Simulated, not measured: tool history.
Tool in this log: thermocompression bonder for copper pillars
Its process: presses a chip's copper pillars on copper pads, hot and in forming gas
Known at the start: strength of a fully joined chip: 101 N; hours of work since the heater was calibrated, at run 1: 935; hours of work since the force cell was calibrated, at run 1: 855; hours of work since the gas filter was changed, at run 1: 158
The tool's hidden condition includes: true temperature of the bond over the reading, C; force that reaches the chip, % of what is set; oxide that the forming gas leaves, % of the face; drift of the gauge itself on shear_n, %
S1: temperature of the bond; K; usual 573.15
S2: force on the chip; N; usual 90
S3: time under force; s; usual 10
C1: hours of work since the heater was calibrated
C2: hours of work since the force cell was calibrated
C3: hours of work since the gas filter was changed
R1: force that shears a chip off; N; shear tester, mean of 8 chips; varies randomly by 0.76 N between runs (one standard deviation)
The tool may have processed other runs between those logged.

{"run": 1, "hour": 0.0, "S1": 573.15, "S2": 90, "S3": 10, "C1": 935, "C2": 855, "C3": 158, "R1": 69.2}
{"run": 2, "hour": 47.3, "S1": 573.15, "S2": 90, "S3": 10, "C1": 960, "C2": 880, "C3": 183, "R1": 67.3}
{"run": 3, "hour": 130.8, "S1": 573.15, "S2": 90, "S3": 10, "C1": 1004, "C2": 924, "C3": 227, "R1": 66.4}
{"run": 4, "hour": 192.8, "S1": 594.15, "S2": 90, "S3": 10, "C1": 1037, "C2": 957, "C3": 260, "R1": 78.7}
{"run": 5, "hour": 276.1, "S1": 594.15, "S2": 90, "S3": 10, "C1": 1080, "C2": 1000, "C3": 303, "R1": 75.4}
{"hour": 340.9, "done": "forming gas filter changed"}
{"run": 6, "hour": 358.2, "S1": 594.15, "S2": 90, "S3": 10, "C1": 1123, "C2": 1043, "C3": 9, "R1": 82.8}
{"run": 7, "hour": 423.5, "S1": 583.15, "S2": 90, "S3": 10, "C1": 1158, "C2": 1078, "C3": 43, "R1": 76.9}
{"run": 8, "hour": 464.4, "S1": 570.15, "S2": 90, "S3": 10, "C1": 1179, "C2": 1099, "C3": 65, "R1": 66.9}
{"run": 9, "hour": 545.0, "S1": 575.15, "S2": 90, "S3": 10, "C1": 1222, "C2": 1141, "C3": 107, "R1": 68.5}
{"run": 10, "hour": 629.7, "S1": 575.15, "S2": 90, "S3": 10, "C1": 1266, "C2": 1186, "C3": 152, "R1": 69.3}
{"run": 11, "hour": 719.9, "S1": 575.15, "S2": 90, "S3": 10, "C1": 1313, "C2": 1233, "C3": 199, "R1": 66.6}
{"hour": 784.5, "done": "heater calibrated with a thermocouple chip"}
{"run": 12, "hour": 798.5, "S1": 573.15, "S2": 90, "S3": 10, "C1": 7, "C2": 1274, "C3": 239, "R1": 67.1}
{"run": 13, "hour": 877.7, "S1": 573.15, "S2": 90, "S3": 10, "C1": 49, "C2": 1315, "C3": 281, "R1": 64.8}
{"run": 14, "hour": 965.3, "S1": 579.15, "S2": 90, "S3": 10, "C1": 95, "C2": 1361, "C3": 327, "R1": 70.0}
{"hour": 986.3, "done": "forming gas filter changed"}
{"run": 15, "hour": 1042.9, "S1": 563.15, "S2": 90, "S3": 10, "C1": 135, "C2": 1402, "C3": 30, "R1": 63.5}
{"hour": 1092.7, "done": "force cell calibrated"}
{"run": 16, "hour": 1141.5, "S1": 563.15, "S2": 90, "S3": 10, "C1": 187, "C2": 26, "C3": 81, "R1": 60.7}
{"run": 17, "hour": 1234.1, "S1": 563.15, "S2": 90, "S3": 10, "C1": 235, "C2": 74, "C3": 129, "R1": 59.0}
{"run": 18, "hour": 1284.0, "S1": 573.15, "S2": 90, "S3": 28, "C1": 261, "C2": 101, "C3": 156, "R1": 82.0}
{"run": 19, "hour": 1351.5, "S1": 592.15, "S2": 90, "S3": 8, "C1": 297, "C2": 136, "C3": 191, "R1": 73.6}
{"run": 20, "hour": 1412.5, "S1": 567.15, "S2": 103, "S3": 9, "C1": 329, "C2": 168, "C3": 223, "R1": 61.1}
{"run": 21, "hour": 1500.9, "S1": 567.15, "S2": 103, "S3": 9, "C1": 375, "C2": 214, "C3": 270, "R1": 59.9}
{"run": 22, "hour": 1592.4, "S1": 576.15, "S2": 57, "S3": 10, "C1": 423, "C2": 263, "C3": 318, "R1": 53.3}
{"hour": 1605.7, "done": "force cell calibrated, once more"}
{"hour": 1626.5, "done": "forming gas filter changed"}
{"run": 23, "hour": 1649.5, "S1": 576.15, "S2": 57, "S3": 10, "C1": 452, "C2": 23, "C3": 12, "R1": 62.2}
{"run": 24, "hour": 1692.4, "S1": 573.15, "S2": 103, "S3": 12, "C1": 475, "C2": 45, "C3": 35, "R1": 78.5}
{"run": 25, "hour": 1733.1, "S1": 573.15, "S2": 103, "S3": 12, "C1": 496, "C2": 67, "C3": 56, "R1": 77.8}
{"run": 26, "hour": 1804.4, "S1": 573.15, "S2": 103, "S3": 12, "C1": 534, "C2": 104, "C3": 94, "R1": 76.3}
{"run": 27, "hour": 1893.5, "S1": 590.15, "S2": 55, "S3": 28, "C1": 581, "C2": 151, "C3": 140, "R1": 83.8}
{"run": 28, "hour": 1940.5, "S1": 573.15, "S2": 82, "S3": 27, "C1": 605, "C2": 176, "C3": 165, "R1": 80.4}
{"run": 29, "hour": 1983.5, "S1": 573.15, "S2": 82, "S3": 27, "C1": 628, "C2": 198, "C3": 188, "R1": 81.3}
{"run": 30, "hour": 2069.7, "S1": 586.15, "S2": 84, "S3": 5, "C1": 673, "C2": 244, "C3": 233, "R1": 62.6}
{"run": 31, "hour": 2146.1, "S1": 586.15, "S2": 84, "S3": 5, "C1": 713, "C2": 284, "C3": 273, "R1": 62.1}
{"run": 32, "hour": 2227.7, "S1": 586.15, "S2": 84, "S3": 15, "C1": 756, "C2": 327, "C3": 316, "R1": 78.8}
{"hour": 2264.5, "done": "forming gas filter changed"}
{"run": 33, "hour": 2287.5, "S1": 565.15, "S2": 61, "S3": 10, "C1": 787, "C2": 358, "C3": 12, "R1": 55.9}
{"run": 34, "hour": 2357.8, "S1": 565.15, "S2": 63, "S3": 11, "C1": 824, "C2": 395, "C3": 49, "R1": 57.9}
{"run": 35, "hour": 2407.3, "S1": 580.15, "S2": 54, "S3": 9, "C1": 850, "C2": 421, "C3": 75, "R1": 60.3}
{"run": 36, "hour": 2454.2, "S1": 573.15, "S2": 95, "S3": 8, "C1": 875, "C2": 445, "C3": 100, "R1": 65.8}

Some steps in R1, run to run, broken into two amounts with sign: the step expected even without the hidden condition (settings, incoming material, random variation), and the rest, left for the hidden condition together with whatever gauge scatter is not in both the measured and the hidden-condition-free result:
Run 5 -> 6: forming gas filter changed. R1 +7.4 N: hidden state +6.5, all else +0.9.
Run 17 -> 18: S1 563.15 -> 573.15, S3 10 -> 28. R1 +23.0 N: hidden state -0.3, all else +23.3.
Run 22 -> 23: force cell calibrated, once more, forming gas filter changed. R1 +8.9 N: hidden state +9.5, all else -0.6.
Run 29 -> 30: S1 573.15 -> 586.15, S2 82 -> 84, S3 27 -> 5. R1 -18.7 N: hidden state -0.6, all else -18.1.
Run 32 -> 33: S1 586.15 -> 565.15, S2 84 -> 61, S3 15 -> 10, forming gas filter changed. R1 -22.9 N: hidden state +7.3, all else -30.2.
